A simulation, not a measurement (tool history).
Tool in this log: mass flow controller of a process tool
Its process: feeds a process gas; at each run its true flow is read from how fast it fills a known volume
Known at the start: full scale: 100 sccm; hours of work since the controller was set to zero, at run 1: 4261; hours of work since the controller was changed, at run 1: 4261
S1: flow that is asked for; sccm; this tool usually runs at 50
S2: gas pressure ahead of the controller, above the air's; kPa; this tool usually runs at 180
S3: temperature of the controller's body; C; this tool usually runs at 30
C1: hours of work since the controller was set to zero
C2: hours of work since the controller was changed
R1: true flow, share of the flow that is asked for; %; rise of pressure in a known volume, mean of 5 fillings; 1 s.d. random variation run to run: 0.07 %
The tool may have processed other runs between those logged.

Run 1, hour 0: usual settings; C1 4261; C2 4261. Result: R1 99.79 %.
Run 2, hour 164.6: usual settings; C1 4350; C2 4350. Result: R1 99.97 %.
Run 3, hour 249: usual settings; C1 4395; C2 4395. Result: R1 100 %.
Run 4, hour 396.7: usual settings; C1 4475; C2 4475. Result: R1 100.01 %.
Run 5, hour 580.7: usual settings; C1 4574; C2 4574. Result: R1 100.11 %.
Run 6, hour 662.3: usual settings but S2 231 kPa; C1 4618; C2 4618. Result: R1 100.35 %.
Run 7, hour 774.9: usual settings but S2 231 kPa; C1 4678; C2 4678. Result: R1 100.38 %.
Run 8, hour 887.5: usual settings but S2 231 kPa; C1 4739; C2 4739. Result: R1 100.69 %.
Run 9, hour 1010.1: usual settings but S2 213 kPa; C1 4805; C2 4805. Result: R1 100.33 %.
Run 10, hour 1151: usual settings but S2 213 kPa; C1 4880; C2 4880. Result: R1 100.38 %.
Run 11, hour 1288.8: usual settings but S1 23 sccm, S2 251 kPa; C1 4954; C2 4954. Result: R1 102.57 %.
At hour 1312.1: controller's zero set anew.
Run 12, hour 1412.6: usual settings but S1 20 sccm, S2 273 kPa, S3 26 C; C1 54; C2 5021. Result: R1 105.55 %.
Run 13, hour 1567: usual settings but S1 22 sccm, S2 145 kPa, S3 27 C; C1 137; C2 5104. Result: R1 104.09 %.
Run 14, hour 1757.6: usual settings but S1 22 sccm, S2 145 kPa, S3 27 C; C1 239; C2 5206. Result: R1 104.12 %.
Run 15, hour 1839.7: usual settings but S1 22 sccm, S2 145 kPa, S3 27 C; C1 284; C2 5250. Result: R1 104.18 %.
Run 16, hour 1985.6: usual settings but S1 22 sccm, S2 145 kPa, S3 27 C; C1 362; C2 5329. Result: R1 104.12 %.
Run 17, hour 2072.6: usual settings but S1 54 sccm; C1 409; C2 5375. Result: R1 100.97 %.
Run 18, hour 2253.1: usual settings but S1 13 sccm, S2 158 kPa; C1 506; C2 5472. Result: R1 109.52 %.

4 ways to go on from here, each from the tool as it stands after run 18. What would each give?
At hour 2388.3: controller's zero set anew, once more.
Run A, hour 2445.6: usual settings but S1 14 sccm, S2 235 kPa, S3 35 C; C1 31; C2 5576. Result: R1 ?.
At hour 2388.3: controller's zero set anew, once more.
Run B, hour 2445.6: usual settings but S1 26 sccm, S2 158 kPa; C1 31; C2 5576. Result: R1 ?.
At hour 2388.3: controller's zero set anew, once more.
Run C, hour 2445.6: usual settings but S1 15 sccm, S2 276 kPa, S3 24 C; C1 31; C2 5576. Result: R1 ?.
At hour 2388.3: controller's zero set anew, once more.
Run D, hour 2445.6: usual settings but S1 10 sccm, S2 245 kPa; C1 31; C2 5576. Result: R1 ?.

run     R1
  A   97.6
  B     97
  C  97.67
  D  97.67
What these runs would have given with no unlogged condition in the tool:
run     R1
  A  97.89
  B  97.45
  C  97.98
  D  97.82

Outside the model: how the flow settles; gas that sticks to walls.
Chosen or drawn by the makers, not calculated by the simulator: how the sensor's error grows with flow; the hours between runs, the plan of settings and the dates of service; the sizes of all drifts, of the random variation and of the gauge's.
